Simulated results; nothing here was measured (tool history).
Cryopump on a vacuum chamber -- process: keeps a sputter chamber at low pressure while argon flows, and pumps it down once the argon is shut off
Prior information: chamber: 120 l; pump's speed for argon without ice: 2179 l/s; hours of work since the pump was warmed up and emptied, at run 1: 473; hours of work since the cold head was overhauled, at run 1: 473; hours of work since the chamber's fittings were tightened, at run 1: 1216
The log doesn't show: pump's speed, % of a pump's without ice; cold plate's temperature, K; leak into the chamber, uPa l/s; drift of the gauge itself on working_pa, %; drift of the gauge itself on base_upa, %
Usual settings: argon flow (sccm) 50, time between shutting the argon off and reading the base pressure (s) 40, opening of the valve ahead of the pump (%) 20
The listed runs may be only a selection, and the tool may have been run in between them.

run   hour  argon flow (sccm)  time between shutting the argon off and reading the base pressure (s)  opening of the valve ahead of the pump (%)  hours of work since the pump was warmed up and emptied  hours of work since the cold head was overhauled  hours of work since the chamber's fittings were tightened  pressure while argon flows (Pa)  pressure after the wait (uPa)
  1      0                 50                                                                     40                                          20                                                     473                                               473                                                       1216                           0.2018                           2.65
  2   24.7                 50                                                                     40                                          20                                                     486                                               486                                                       1229                           0.2016                            2.6
  3   63.2                 50                                                                     40                                          20                                                     505                                               505                                                       1248                           0.2019                           2.78
  4  109.8                 50                                                                     40                                          20                                                     529                                               529                                                       1272                           0.2036                           2.77
  5  154.3                 50                                                                     40                                          20                                                     552                                               552                                                       1295                           0.2047                           2.82
  6  177.8                 50                                                                     31                                          20                                                     564                                               564                                                       1306                           0.2038                            3.2
  7  210.1                 50                                                                     31                                          20                                                     580                                               580                                                       1323                           0.2046                           3.26
  8  237.7                 50                                                                     31                                          20                                                     594                                               594                                                       1337                           0.2055                            3.2
  9  270.9                 50                                                                     31                                          20                                                     611                                               611                                                       1354                           0.2047                           3.22

What will run 10 give?
 10  307.4                 55                                                                     40                                          33                                                     629                                               629                                                       1372                                ?                              ?

pressure while argon flows (Pa): 0.144
pressure after the wait (uPa): 2.91
If the tool had no hidden condition, the same run with the same run-to-run variation would have returned pressure while argon flows (Pa) 0.1311, pressure after the wait (uPa) 1.27.
